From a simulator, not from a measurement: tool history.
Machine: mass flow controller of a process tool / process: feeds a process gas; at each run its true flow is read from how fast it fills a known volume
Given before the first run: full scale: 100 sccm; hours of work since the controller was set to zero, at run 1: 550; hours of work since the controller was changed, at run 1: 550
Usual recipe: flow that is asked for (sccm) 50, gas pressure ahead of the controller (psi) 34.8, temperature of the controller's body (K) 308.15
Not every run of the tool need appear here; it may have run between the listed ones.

run,hour,flow that is asked for (sccm),gas pressure ahead of the controller (psi),temperature of the controller's body (K),hours of work since the controller was set to zero,hours of work since the controller was changed,true flow (%)
1,0,50,34.8,308.15,550,550,98.94
2,38.6,50,21.9,308.15,580,580,99.04
3,123.9,50,34.8,308.15,647,647,98.86
4,210.9,50,34.8,308.15,715,715,98.87
5,304,50,34.8,308.15,788,788,98.9
6,351.7,50,34.8,308.15,825,825,98.99
7,400.1,50,34.8,308.15,863,863,98.96
8,487,50,34.8,308.15,931,931,98.92
9,570.3,50,30.5,308.15,997,997,98.97
10,623.5,26,34.8,308.15,1038,1038,98.21
11,669.4,90,34.8,308.15,1074,1074,100.11
12,718.5,50,34.8,305.15,1113,1113,98.81
13,783.7,50,22.8,299.15,1164,1164,98.77
14,860.8,11,24.7,312.15,1224,1224,98.16
15,905.9,50,30,305.15,1259,1259,98.89
16,952.9,71,20.3,295.15,1296,1296,99.25
17,1019.5,71,29.6,295.15,1348,1348,99.05
18,1088.4,71,29.6,295.15,1402,1402,99
19,1168.7,71,29.6,295.15,1465,1465,99.12
20,1229.3,71,29.6,293.15,1513,1513,98.96
21,1308.7,71,29.6,293.15,1575,1575,99.06

Alternative continuations, all from the tool just after run 21; predict every row:
A,1359.8,11,29.6,295.15,1615,1615,?
B,1359.8,21,38.9,297.15,1615,1615,?
C,1359.8,44,22.2,299.15,1615,1615,?
D,1359.8,61,28.1,294.15,1615,1615,?

run,true flow (%)
A,97.55
B,97.64
C,98.6
D,98.94
With the hidden condition removed and each run's random variation left untouched, the same runs would have given:
run,true flow (%)
A,97.57
B,97.65
C,98.61
D,98.94
